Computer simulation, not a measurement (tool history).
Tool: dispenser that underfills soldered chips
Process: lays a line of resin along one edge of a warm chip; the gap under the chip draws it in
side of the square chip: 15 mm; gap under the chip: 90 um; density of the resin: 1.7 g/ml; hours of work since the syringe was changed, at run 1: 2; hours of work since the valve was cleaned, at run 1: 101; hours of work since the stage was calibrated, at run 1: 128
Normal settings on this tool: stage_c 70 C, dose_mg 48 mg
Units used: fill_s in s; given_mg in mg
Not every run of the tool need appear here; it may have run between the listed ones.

run   hour  stage_c  dose_mg  hours of work since the syringe was changed  hours of work since the valve was cleaned  hours of work since the stage was calibrated  fill_s  given_mg
  1      0       70       48                                            2                                        101                                           128   124.9     46.27
  2    4.7       70       48                                            5                                        104                                           131   140.5     46.14
  3    9.8       70       48                                            8                                        107                                           134   156.2      46.7
      15.4  -- new syringe of resin
  4   15.4       70       48                                            0                                        110                                           137   112.6     46.41
  5   21.4       70       48                                            4                                        114                                           141   132.2     46.33
  6   24.1       70       48                                            5                                        115                                           143   142.8     46.29
  7   30.3       70       48                                            9                                        119                                           146   164.4     46.43
      34.4  -- new syringe of resin
  8   34.4       70       48                                            0                                        121                                           149   116.6     46.14
  9   38.8       70     62.2                                            3                                        124                                           151   125.5     59.98
 10   44.4       70     62.2                                            6                                        127                                           155     142     59.86
 11     50       70     62.2                                            9                                        131                                           158   164.5     59.49
      53.2  -- new syringe of resin
 12   55.9       70     62.2                                            2                                        134                                           161   117.7     59.27
 13   58.4       70     62.2                                            3                                        136                                           163   129.3     59.67
      60.9  -- dispensing valve cleaned and set on the balance
 14   62.2       70     44.5                                            5                                          1                                           165     142     44.49
 15     68       70     44.5                                            8                                          4                                           168   165.8     44.29
 16     72       55     60.5                                           11                                          7                                           170   380.2     59.85
      73.2  -- new syringe of resin
 17   77.6       55     60.5                                            3                                         10                                           174   263.1        60
 18   82.2       85     54.1                                            5                                         13                                           176    65.5     54.25
 19   85.9       85     54.1                                            8                                         15                                           179    75.3     53.68
 20   88.8       70     44.5                                            9                                         17                                           180     168     44.16
      91.9  -- new syringe of resin
 21   95.4       71       48                                            2                                         20                                           184   114.3     48.25
 22  100.3       66     44.8                                            5                                         23                                           187     169     44.19
 23  103.7       57       48                                            7                                         25                                           189   293.6     47.58
 24  107.8       63     58.5                                           10                                         28                                           192     225     58.14
     110.9  -- new syringe of resin
 25  113.9       85     58.5                                            2                                         31                                           195    57.3     58.14
 26  120.1       72     42.7                                            6                                         35                                           199   131.1     41.98
 27  124.6       79       48                                            8                                         38                                           201   100.1     47.23
     129.6  -- new syringe of resin
 28    130       68     46.4                                            0                                         41                                           204     126     46.03
 29  134.7       69     46.5                                            3                                         44                                           207   133.8     45.73
 30    140       81     42.1                                            6                                         47                                           211    89.1     41.48

Hidden state or all else? Some run-to-run changes of fill_s, split into what the settings, what came in and random variation would give without the hidden state, and what is left for the hidden state (with any gauge scatter that isn't in both results):
Hidden conditions of the tool in this case: resin's viscosity, % of fresh resin's; dose that the valve gives, % of what is set; true chip temperature over the reading, C; drift of the gauge itself on fill_s, %; drift of the gauge itself on given_mg, %.
Run 15 -> 16: stage_c 70 -> 55, dose_mg 44.5 -> 60.5. fill_s +214.4 s: hidden state +86, all else +128.4.
Run 16 -> 17: new syringe of resin. fill_s -117.1 s: hidden state -109.5, all else -7.6.
Run 17 -> 18: stage_c 55 -> 85, dose_mg 60.5 -> 54.1. fill_s -197.6 s: hidden state -11.5, all else -186.1.
Run 24 -> 25: stage_c 63 -> 85, new syringe of resin. fill_s -167.7 s: hidden state -66.3, all else -101.4.
